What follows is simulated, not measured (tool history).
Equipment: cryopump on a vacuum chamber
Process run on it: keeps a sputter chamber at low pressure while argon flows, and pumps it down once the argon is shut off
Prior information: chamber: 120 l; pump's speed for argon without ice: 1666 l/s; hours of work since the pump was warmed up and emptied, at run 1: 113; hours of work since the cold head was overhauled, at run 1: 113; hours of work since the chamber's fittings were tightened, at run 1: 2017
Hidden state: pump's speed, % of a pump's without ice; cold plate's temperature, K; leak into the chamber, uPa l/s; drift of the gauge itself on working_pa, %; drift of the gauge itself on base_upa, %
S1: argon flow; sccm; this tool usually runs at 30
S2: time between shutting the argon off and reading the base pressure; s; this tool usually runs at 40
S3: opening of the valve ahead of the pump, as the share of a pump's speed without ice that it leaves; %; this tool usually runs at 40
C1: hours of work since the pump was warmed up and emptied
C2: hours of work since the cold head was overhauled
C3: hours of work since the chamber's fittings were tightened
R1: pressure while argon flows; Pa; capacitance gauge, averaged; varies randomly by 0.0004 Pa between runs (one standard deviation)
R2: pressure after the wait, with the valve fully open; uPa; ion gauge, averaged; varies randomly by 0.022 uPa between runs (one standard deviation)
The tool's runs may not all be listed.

Run 1, hour 0: usual settings; C1 113; C2 113; C3 2017. Result: R1 0.0767 Pa, R2 1.25 uPa.
Run 2, hour 12.5: usual settings; C1 121; C2 121; C3 2024. Result: R1 0.0765 Pa, R2 1.24 uPa.
Run 3, hour 37.7: usual settings; C1 135; C2 135; C3 2039. Result: R1 0.0772 Pa, R2 1.24 uPa.
Run 4, hour 52.5: usual settings but S1 19 sccm; C1 144; C2 144; C3 2047. Result: R1 0.0487 Pa, R2 1.28 uPa.
Run 5, hour 64.7: usual settings but S1 19 sccm; C1 151; C2 151; C3 2055. Result: R1 0.0489 Pa, R2 1.22 uPa.
Run 6, hour 81.4: usual settings but S1 19 sccm; C1 161; C2 161; C3 2064. Result: R1 0.048 Pa, R2 1.28 uPa.
Run 7, hour 105.9: usual settings but S2 71 s; C1 175; C2 175; C3 2079. Result: R1 0.0767 Pa, R2 1.04 uPa.
Run 8, hour 129.1: usual settings but S2 71 s; C1 189; C2 189; C3 2092. Result: R1 0.0773 Pa, R2 1.05 uPa.
Run 9, hour 151.7: usual settings; C1 202; C2 202; C3 2106. Result: R1 0.0779 Pa, R2 1.32 uPa.
Run 10, hour 172.1: usual settings; C1 214; C2 214; C3 2118. Result: R1 0.0779 Pa, R2 1.31 uPa.
Run 11, hour 184.2: usual settings but S2 74 s; C1 221; C2 221; C3 2125. Result: R1 0.0776 Pa, R2 1.02 uPa.
Run 12, hour 210.7: usual settings; C1 237; C2 237; C3 2140. Result: R1 0.0772 Pa, R2 1.29 uPa.
Run 13, hour 226.8: usual settings; C1 246; C2 246; C3 2150. Result: R1 0.0774 Pa, R2 1.27 uPa.
Run 14, hour 254: usual settings but S2 32 s; C1 263; C2 263; C3 2166. Result: R1 0.0776 Pa, R2 1.38 uPa.
Run 15, hour 269.7: usual settings but S2 32 s; C1 272; C2 272; C3 2175. Result: R1 0.0781 Pa, R2 1.41 uPa.
Run 16, hour 295.3: usual settings but S1 18 sccm, S2 32 s; C1 287; C2 287; C3 2190. Result: R1 0.0468 Pa, R2 1.43 uPa.
Run 17, hour 308.3: usual settings but S1 18 sccm, S2 32 s; C1 294; C2 294; C3 2198. Result: R1 0.0473 Pa, R2 1.42 uPa.
Run 18, hour 324.2: usual settings but S1 18 sccm, S2 32 s; C1 304; C2 304; C3 2207. Result: R1 0.0465 Pa, R2 1.45 uPa.
Run 19, hour 347.6: usual settings but S1 18 sccm, S2 38 s, S3 48 %; C1 318; C2 318; C3 2221. Result: R1 0.0392 Pa, R2 1.37 uPa.
Run 20, hour 366.3: usual settings but S1 18 sccm, S2 38 s, S3 48 %; C1 329; C2 329; C3 2232. Result: R1 0.0389 Pa, R2 1.41 uPa.
Run 21, hour 386.4: usual settings but S1 17 sccm, S2 77 s, S3 44 %; C1 340; C2 340; C3 2244. Result: R1 0.0402 Pa, R2 1.13 uPa.
Run 22, hour 409.8: usual settings but S1 43 sccm, S2 239 s, S3 17 %; C1 354; C2 354; C3 2257. Result: R1 0.2591 Pa, R2 0.91 uPa.
Run 23, hour 430.1: usual settings but S1 43 sccm, S2 239 s, S3 17 %; C1 366; C2 366; C3 2269. Result: R1 0.2594 Pa, R2 0.9 uPa.
Run 24, hour 457.8: usual settings but S1 15 sccm, S2 36 s, S3 28 %; C1 382; C2 382; C3 2286. Result: R1 0.0558 Pa, R2 1.38 uPa.
Run 25, hour 479.8: usual settings but S1 15 sccm, S2 36 s, S3 28 %; C1 395; C2 395; C3 2299. Result: R1 0.0558 Pa, R2 1.47 uPa.
Run 26, hour 491.9: usual settings but S1 18 sccm, S2 23 s; C1 402; C2 402; C3 2306. Result: R1 0.0469 Pa, R2 1.8 uPa.
Run 27, hour 512.4: usual settings but S1 32 sccm, S2 98 s, S3 29 %; C1 414; C2 414; C3 2318. Result: R1 0.1153 Pa, R2 1.08 uPa.
Run 28, hour 525.7: usual settings but S1 21 sccm, S2 23 s, S3 49 %; C1 422; C2 422; C3 2326. Result: R1 0.0455 Pa, R2 1.7 uPa.
Run 29, hour 550.5: usual settings but S1 21 sccm, S2 23 s, S3 49 %; C1 437; C2 437; C3 2340. Result: R1 0.0455 Pa, R2 1.78 uPa.
Run 30, hour 562.4: usual settings but S1 21 sccm, S2 86 s, S3 23 %; C1 444; C2 444; C3 2347. Result: R1 0.0943 Pa, R2 1.15 uPa.
Run 31, hour 575.1: usual settings but S1 21 sccm, S2 86 s, S3 23 %; C1 451; C2 451; C3 2355. Result: R1 0.0948 Pa, R2 1.13 uPa.
Run 32, hour 603.1: usual settings but S1 16 sccm, S2 54 s, S3 17 %; C1 468; C2 468; C3 2371. Result: R1 0.0968 Pa, R2 1.24 uPa.
Run 33, hour 616.5: usual settings but S2 56 s; C1 476; C2 476; C3 2379. Result: R1 0.0788 Pa, R2 1.25 uPa.
Run 34, hour 644.1: usual settings but S1 28 sccm, S2 67 s, S3 16 %; C1 492; C2 492; C3 2395. Result: R1 0.1808 Pa, R2 1.23 uPa.
Run 35, hour 663.8: usual settings but S3 22 %; C1 503; C2 503; C3 2407. Result: R1 0.142 Pa, R2 1.47 uPa.

Table of differences, measured result less the result of that run with no hidden state. Run-to-run variation is the same in both. Gauge scatter possibly is not:
run       R1     R2
  1  +0.0008  +0.57
  2  +0.0009  +0.56
  3   +0.001  +0.57
  4  +0.0007  +0.58
  5  +0.0007  +0.57
  6  +0.0007   +0.6
  7  +0.0012  +0.59
  8  +0.0013   +0.6
  9  +0.0014   +0.6
 10  +0.0015  +0.61
 11  +0.0015  +0.58
 12  +0.0015  +0.61
 13  +0.0016  +0.61
 14  +0.0017  +0.61
 15  +0.0018  +0.63
 16  +0.0012  +0.63
 17  +0.0012  +0.63
 18  +0.0012  +0.64
 19  +0.0012  +0.64
 20  +0.0013  +0.66
 21  +0.0012  +0.66
 22  +0.0032  +0.65
 23  +0.0034  +0.66
 24  +0.0012  +0.67
 25  +0.0013  +0.69
 26  +0.0015   +0.7
 27  +0.0029   +0.7
 28  +0.0019  +0.68
 29   +0.002   +0.7
 30   +0.002  +0.71
 31   +0.002  +0.72
 32  +0.0016  +0.72
 33  +0.0031  +0.71
 34  +0.0029  +0.73
 35  +0.0033  +0.73
